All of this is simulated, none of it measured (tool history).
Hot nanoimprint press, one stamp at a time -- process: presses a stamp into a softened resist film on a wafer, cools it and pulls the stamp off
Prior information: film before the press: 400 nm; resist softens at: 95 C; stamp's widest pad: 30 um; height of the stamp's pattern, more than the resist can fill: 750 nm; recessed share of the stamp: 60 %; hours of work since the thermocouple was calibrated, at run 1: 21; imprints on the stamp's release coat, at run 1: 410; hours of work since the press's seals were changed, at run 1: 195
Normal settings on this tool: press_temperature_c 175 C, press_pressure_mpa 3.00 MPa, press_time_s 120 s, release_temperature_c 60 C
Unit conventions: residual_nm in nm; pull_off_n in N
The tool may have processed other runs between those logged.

| run | day | press_temperature_c | press_pressure_mpa | press_time_s | release_temperature_c | hours of work since the thermocouple was calibrated | imprints on the stamp's release coat | hours of work since the press's seals were changed | residual_nm | pull_off_n |
|---|---|---|---|---|---|---|---|---|---|---|
| 1 | 0.000 | 175 | 3.00 | 120 | 60 | 21 | 410 | 195 | 147.9 | 122 |
| 2 | 1.121 | 175 | 3.00 | 120 | 60 | 42 | 491 | 215 | 147.3 | 125 |
| 3 | 3.342 | 175 | 3.00 | 120 | 60 | 83 | 649 | 256 | 146.0 | 128 |
|  | 4.329 | stamp cleaned and given a new release coat |
| 4 | 5.117 | 175 | 3.00 | 120 | 60 | 111 | 57 | 284 | 146.6 | 114 |
| 5 | 6.025 | 175 | 3.00 | 120 | 60 | 128 | 121 | 301 | 146.4 | 118 |
| 6 | 7.192 | 175 | 3.00 | 120 | 60 | 149 | 205 | 322 | 145.3 | 117 |
| 7 | 8.708 | 175 | 3.00 | 120 | 60 | 177 | 313 | 350 | 145.2 | 118 |
| 8 | 10.471 | 175 | 3.00 | 120 | 60 | 209 | 439 | 383 | 146.8 | 122 |
| 9 | 12.008 | 175 | 3.00 | 120 | 60 | 238 | 549 | 411 | 144.1 | 125 |
| 10 | 13.058 | 175 | 3.00 | 120 | 53 | 257 | 624 | 430 | 144.5 | 141 |
|  | 14.375 | stamp cleaned and given a new release coat |
| 11 | 14.979 | 175 | 3.00 | 120 | 53 | 288 | 43 | 461 | 143.6 | 123 |
| 12 | 15.904 | 175 | 3.00 | 120 | 53 | 305 | 109 | 478 | 143.8 | 127 |
| 13 | 17.971 | 175 | 3.00 | 120 | 53 | 343 | 257 | 516 | 142.8 | 132 |
| 14 | 19.696 | 175 | 3.00 | 127 | 60 | 374 | 380 | 548 | 140.3 | 120 |
|  | 21.588 | plate thermocouple calibrated |
| 15 | 22.021 | 175 | 3.00 | 120 | 59 | 8 | 537 | 588 | 146.4 | 125 |
| 16 | 23.425 | 175 | 3.00 | 61 | 60 | 34 | 638 | 614 | 194.3 | 128 |
|  | 24.488 | stamp cleaned and given a new release coat |
|  | 24.925 | press's hydraulic seals changed and the load cell set to zero |
| 17 | 25.883 | 182 | 4.02 | 120 | 51 | 68 | 76 | 18 | 103.0 | 129 |
| 18 | 27.104 | 180 | 4.02 | 119 | 51 | 91 | 163 | 40 | 109.3 | 132 |
| 19 | 28.462 | 180 | 4.02 | 119 | 51 | 116 | 261 | 65 | 110.2 | 134 |
| 20 | 30.571 | 180 | 4.02 | 119 | 51 | 154 | 411 | 104 | 109.3 | 139 |
| 21 | 31.746 | 177 | 1.94 | 120 | 60 | 176 | 495 | 125 | 163.1 | 126 |
| 22 | 33.121 | 181 | 1.94 | 154 | 57 | 201 | 594 | 151 | 130.7 | 129 |
| 23 | 34.192 | 180 | 3.38 | 233 | 50 | 221 | 670 | 170 | 85.7 | 144 |

Run 24 has not been measured yet. What should we expect?
|  | 34.829 | stamp cleaned and given a new release coat |
| 24 | 36.233 | 180 | 3.38 | 233 | 50 | 254 | 100 | 203 | ? | ? |

{"run 24": {"residual_nm": 84.9, "pull_off_n": 135}}
Without the tool's hidden state the same run would have given residual_nm 87.3 nm, pull_off_n 135 N.
